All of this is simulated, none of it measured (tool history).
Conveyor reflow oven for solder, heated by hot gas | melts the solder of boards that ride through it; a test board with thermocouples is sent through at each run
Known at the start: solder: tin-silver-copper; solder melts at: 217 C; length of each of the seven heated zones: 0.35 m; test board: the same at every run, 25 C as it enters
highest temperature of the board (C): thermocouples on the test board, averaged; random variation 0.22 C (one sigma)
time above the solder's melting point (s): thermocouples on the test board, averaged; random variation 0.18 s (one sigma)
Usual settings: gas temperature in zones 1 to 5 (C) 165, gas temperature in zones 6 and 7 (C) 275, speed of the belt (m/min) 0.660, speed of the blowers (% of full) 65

| run | hour | gas temperature in zones 1 to 5 (C) | gas temperature in zones 6 and 7 (C) | speed of the belt (m/min) | speed of the blowers (% of full) | highest temperature of the board (C) | time above the solder's melting point (s) |
|---|---|---|---|---|---|---|---|
| 1 | 0.0 | 165 | 275 | 0.660 | 65 | 246.2 | 39.2 |
| 2 | 66.9 | 165 | 289 | 0.660 | 65 | 256.9 | 46.7 |
|  | 141.2 | flux residue cleaned out of gas plates and filters |
| 3 | 176.5 | 165 | 289 | 0.660 | 65 | 262.1 | 50.0 |
| 4 | 270.0 | 165 | 275 | 0.660 | 65 | 250.3 | 42.9 |
| 5 | 332.1 | 165 | 275 | 0.660 | 73 | 253.2 | 44.9 |
| 6 | 409.2 | 165 | 275 | 0.660 | 73 | 252.6 | 45.0 |
| 7 | 486.1 | 165 | 275 | 0.660 | 55 | 245.1 | 38.0 |
| 8 | 556.6 | 165 | 275 | 0.660 | 65 | 249.3 | 42.2 |
| 9 | 635.0 | 165 | 275 | 0.602 | 65 | 253.4 | 49.7 |
| 10 | 703.7 | 165 | 275 | 0.602 | 65 | 252.8 | 49.2 |
| 11 | 793.9 | 165 | 275 | 0.660 | 57 | 245.1 | 37.9 |
| 12 | 881.0 | 165 | 275 | 0.660 | 57 | 244.6 | 37.9 |
| 13 | 980.4 | 165 | 275 | 0.660 | 57 | 244.6 | 37.5 |
| 14 | 1047.6 | 165 | 275 | 0.660 | 88 | 255.0 | 46.6 |
| 15 | 1126.0 | 165 | 275 | 0.660 | 78 | 251.4 | 44.4 |
|  | 1137.0 | flux residue cleaned out of gas plates and filters |
| 16 | 1210.0 | 165 | 275 | 0.660 | 78 | 256.6 | 47.9 |
| 17 | 1293.8 | 165 | 275 | 0.660 | 78 | 256.4 | 48.1 |
| 18 | 1348.2 | 177 | 275 | 0.648 | 65 | 254.8 | 51.3 |
| 19 | 1410.8 | 177 | 275 | 0.648 | 65 | 254.8 | 50.9 |
|  | 1419.1 | belt drive overhauled, speed set with a stopwatch |
| 20 | 1495.5 | 177 | 275 | 0.648 | 65 | 254.7 | 52.1 |
| 21 | 1549.3 | 172 | 269 | 0.660 | 51 | 241.7 | 37.8 |
| 22 | 1604.4 | 177 | 275 | 0.691 | 62 | 251.1 | 45.5 |
| 23 | 1672.5 | 177 | 275 | 0.691 | 62 | 250.7 | 45.1 |

Forecast run 24:
| 24 | 1727.8 | 177 | 275 | 0.691 | 62 | ? | ? |

highest temperature of the board (C): 250.9
time above the solder's melting point (s): 45.1
Without the tool's hidden state the same run would have given highest temperature of the board (C) 249.5, time above the solder's melting point (s) 42.5.
